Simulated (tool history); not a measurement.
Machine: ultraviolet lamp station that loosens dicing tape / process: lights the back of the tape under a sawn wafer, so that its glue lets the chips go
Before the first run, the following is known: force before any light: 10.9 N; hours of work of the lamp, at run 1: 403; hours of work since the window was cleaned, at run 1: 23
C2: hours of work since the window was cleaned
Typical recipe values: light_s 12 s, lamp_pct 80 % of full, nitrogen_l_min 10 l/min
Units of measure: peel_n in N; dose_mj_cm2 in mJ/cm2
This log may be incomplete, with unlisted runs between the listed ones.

Run 1, day 0: usual settings; hours of work of the lamp 403; C2 23. Result: peel_n 0.19 N, dose_mj_cm2 426 mJ/cm2.
Run 2, day 1.883: usual settings; hours of work of the lamp 429; C2 49. Result: peel_n 0.177 N, dose_mj_cm2 421 mJ/cm2.
Run 3, day 3.571: usual settings; hours of work of the lamp 453; C2 73. Result: peel_n 0.179 N, dose_mj_cm2 422 mJ/cm2.
Run 4, day 4.433: usual settings; hours of work of the lamp 465; C2 85. Result: peel_n 0.182 N, dose_mj_cm2 429 mJ/cm2.
Run 5, day 5.558: usual settings but lamp_pct 83 % of full; hours of work of the lamp 481; C2 101. Result: peel_n 0.168 N, dose_mj_cm2 443 mJ/cm2.
Run 6, day 7.679: usual settings but lamp_pct 83 % of full; hours of work of the lamp 511; C2 131. Result: peel_n 0.169 N, dose_mj_cm2 440 mJ/cm2.
Run 7, day 9.2: usual settings but lamp_pct 83 % of full; hours of work of the lamp 532; C2 153. Result: peel_n 0.169 N, dose_mj_cm2 439 mJ/cm2.
Run 8, day 10.342: usual settings; hours of work of the lamp 548; C2 169. Result: peel_n 0.191 N, dose_mj_cm2 426 mJ/cm2.
Run 9, day 12.046: usual settings; hours of work of the lamp 572; C2 193. Result: peel_n 0.184 N, dose_mj_cm2 424 mJ/cm2.
Run 10, day 13.779: usual settings but nitrogen_l_min 19 l/min; hours of work of the lamp 597; C2 217. Result: peel_n 0.132 N, dose_mj_cm2 433 mJ/cm2.
Run 11, day 15.062: usual settings but nitrogen_l_min 19 l/min; hours of work of the lamp 615; C2 235. Result: peel_n 0.122 N, dose_mj_cm2 424 mJ/cm2.
Run 12, day 16.646: usual settings but nitrogen_l_min 19 l/min; hours of work of the lamp 637; C2 257. Result: peel_n 0.128 N, dose_mj_cm2 429 mJ/cm2.
Run 13, day 18.492: usual settings but nitrogen_l_min 19 l/min; hours of work of the lamp 663; C2 283. Result: peel_n 0.129 N, dose_mj_cm2 425 mJ/cm2.
Run 14, day 20.308: usual settings but nitrogen_l_min 19 l/min; hours of work of the lamp 689; C2 309. Result: peel_n 0.132 N, dose_mj_cm2 428 mJ/cm2.
Run 15, day 21.596: usual settings but nitrogen_l_min 19 l/min; hours of work of the lamp 707; C2 327. Result: peel_n 0.13 N, dose_mj_cm2 424 mJ/cm2.
Run 16, day 23.654: usual settings; hours of work of the lamp 736; C2 356. Result: peel_n 0.182 N, dose_mj_cm2 423 mJ/cm2.
Run 17, day 24.721: usual settings; hours of work of the lamp 751; C2 371. Result: peel_n 0.185 N, dose_mj_cm2 426 mJ/cm2.
Run 18, day 25.588: usual settings; hours of work of the lamp 763; C2 383. Result: peel_n 0.189 N, dose_mj_cm2 422 mJ/cm2.
Run 19, day 26.917: usual settings; hours of work of the lamp 782; C2 402. Result: peel_n 0.189 N, dose_mj_cm2 424 mJ/cm2.
At day 27.683: window cleaned of glue's vapour.
Run 20, day 27.808: usual settings; hours of work of the lamp 794; C2 2. Result: peel_n 0.18 N, dose_mj_cm2 423 mJ/cm2.
Run 21, day 29.129: usual settings but nitrogen_l_min 15 l/min; hours of work of the lamp 813; C2 20. Result: peel_n 0.144 N, dose_mj_cm2 428 mJ/cm2.
Run 22, day 30.1: usual settings but light_s 17 s, lamp_pct 77 % of full, nitrogen_l_min 15 l/min; hours of work of the lamp 826; C2 34. Result: peel_n 0.099 N, dose_mj_cm2 578 mJ/cm2.
Run 23, day 31.412: usual settings but lamp_pct 67 % of full, nitrogen_l_min 3 l/min; hours of work of the lamp 845; C2 53. Result: peel_n 0.811 N, dose_mj_cm2 362 mJ/cm2.
Run 24, day 33.367: usual settings but lamp_pct 67 % of full, nitrogen_l_min 3 l/min; hours of work of the lamp 872; C2 80. Result: peel_n 0.808 N, dose_mj_cm2 357 mJ/cm2.
Run 25, day 34.858: usual settings but light_s 17 s, lamp_pct 74 % of full, nitrogen_l_min 4 l/min; hours of work of the lamp 893; C2 101. Result: peel_n 0.202 N, dose_mj_cm2 563 mJ/cm2.
Run 26, day 35.812: usual settings but light_s 17 s, lamp_pct 74 % of full, nitrogen_l_min 4 l/min; hours of work of the lamp 907; C2 115. Result: peel_n 0.198 N, dose_mj_cm2 562 mJ/cm2.
Run 27, day 36.929: usual settings but lamp_pct 74 % of full, nitrogen_l_min 7 l/min; hours of work of the lamp 923; C2 130. Result: peel_n 0.306 N, dose_mj_cm2 393 mJ/cm2.
Run 28, day 38: usual settings but lamp_pct 74 % of full, nitrogen_l_min 7 l/min; hours of work of the lamp 938; C2 145. Result: peel_n 0.306 N, dose_mj_cm2 394 mJ/cm2.
Run 29, day 39.55: usual settings but light_s 8 s, lamp_pct 67 % of full, nitrogen_l_min 7 l/min; hours of work of the lamp 959; C2 167. Result: peel_n 1.095 N, dose_mj_cm2 238 mJ/cm2.
Run 30, day 41.217: usual settings but lamp_pct 67 % of full, nitrogen_l_min 7 l/min; hours of work of the lamp 983; C2 191. Result: peel_n 0.407 N, dose_mj_cm2 357 mJ/cm2.
Run 31, day 42.446: usual settings but light_s 9 s, lamp_pct 77 % of full, nitrogen_l_min 5 l/min; hours of work of the lamp 1000; C2 208. Result: peel_n 0.78 N, dose_mj_cm2 307 mJ/cm2.
Run 32, day 43.9: usual settings but light_s 9 s, lamp_pct 92 % of full, nitrogen_l_min 4 l/min; hours of work of the lamp 1021; C2 228. Result: peel_n 0.609 N, dose_mj_cm2 365 mJ/cm2.
Run 33, day 45.433: usual settings but light_s 9 s, lamp_pct 92 % of full, nitrogen_l_min 4 l/min; hours of work of the lamp 1042; C2 250. Result: peel_n 0.612 N, dose_mj_cm2 368 mJ/cm2.
Run 34, day 47.133: usual settings but light_s 9 s, lamp_pct 92 % of full, nitrogen_l_min 4 l/min; hours of work of the lamp 1066; C2 274. Result: peel_n 0.616 N, dose_mj_cm2 370 mJ/cm2.
Run 35, day 48.9: usual settings but light_s 9 s, lamp_pct 92 % of full, nitrogen_l_min 4 l/min; hours of work of the lamp 1091; C2 299. Result: peel_n 0.606 N, dose_mj_cm2 365 mJ/cm2.
Run 36, day 50.846: usual settings but light_s 9 s, lamp_pct 92 % of full, nitrogen_l_min 4 l/min; hours of work of the lamp 1119; C2 326. Result: peel_n 0.61 N, dose_mj_cm2 369 mJ/cm2.
Run 37, day 52.396: usual settings but light_s 9 s, lamp_pct 92 % of full, nitrogen_l_min 4 l/min; hours of work of the lamp 1140; C2 348. Result: peel_n 0.629 N, dose_mj_cm2 363 mJ/cm2.
Run 38, day 53.454: usual settings but light_s 9 s, lamp_pct 92 % of full, nitrogen_l_min 4 l/min; hours of work of the lamp 1155; C2 363. Result: peel_n 0.614 N, dose_mj_cm2 363 mJ/cm2.
Run 39, day 55.471: usual settings but light_s 14 s, lamp_pct 75 % of full, nitrogen_l_min 15 l/min; hours of work of the lamp 1184; C2 391. Result: peel_n 0.128 N, dose_mj_cm2 465 mJ/cm2.
Run 40, day 56.342: usual settings but light_s 14 s, lamp_pct 90 % of full, nitrogen_l_min 5 l/min; hours of work of the lamp 1196; C2 404. Result: peel_n 0.162 N, dose_mj_cm2 560 mJ/cm2.
At day 57.158: window cleaned of glue's vapour.
Run 41, day 58.383: usual settings but light_s 7 s, lamp_pct 95 % of full, nitrogen_l_min 20 l/min; hours of work of the lamp 1224; C2 17. Result: peel_n 0.324 N, dose_mj_cm2 300 mJ/cm2.

What if the next run were any one of these 5? Each begins from the tool's condition after run 41:
Run A, day 59.25: usual settings but light_s 7 s, lamp_pct 76 % of full, nitrogen_l_min 20 l/min; hours of work of the lamp 1237; C2 29. Result: peel_n ?, dose_mj_cm2 ?.
Run B, day 59.25: usual settings but lamp_pct 66 % of full, nitrogen_l_min 12 l/min; hours of work of the lamp 1237; C2 29. Result: peel_n ?, dose_mj_cm2 ?.
Run C, day 59.25: usual settings but light_s 6 s, lamp_pct 75 % of full, nitrogen_l_min 12 l/min; hours of work of the lamp 1237; C2 29. Result: peel_n ?, dose_mj_cm2 ?.
Run D, day 59.25: usual settings but light_s 7 s, lamp_pct 95 % of full; hours of work of the lamp 1237; C2 29. Result: peel_n ?, dose_mj_cm2 ?.
Run E, day 59.25: usual settings but lamp_pct 95 % of full; hours of work of the lamp 1237; C2 29. Result: peel_n ?, dose_mj_cm2 ?.

run  peel_n  dose_mj_cm2
  A   0.594          235
  B   0.271          348
  C   1.154          198
  D   0.496          292
  E   0.133          507
The same runs, with their run-to-run variation unchanged, on a tool lacking any hidden condition would have given:
run  peel_n  dose_mj_cm2
  A   0.589          236
  B   0.268          349
  C   1.146          198
  D   0.492          293
  E   0.133          509
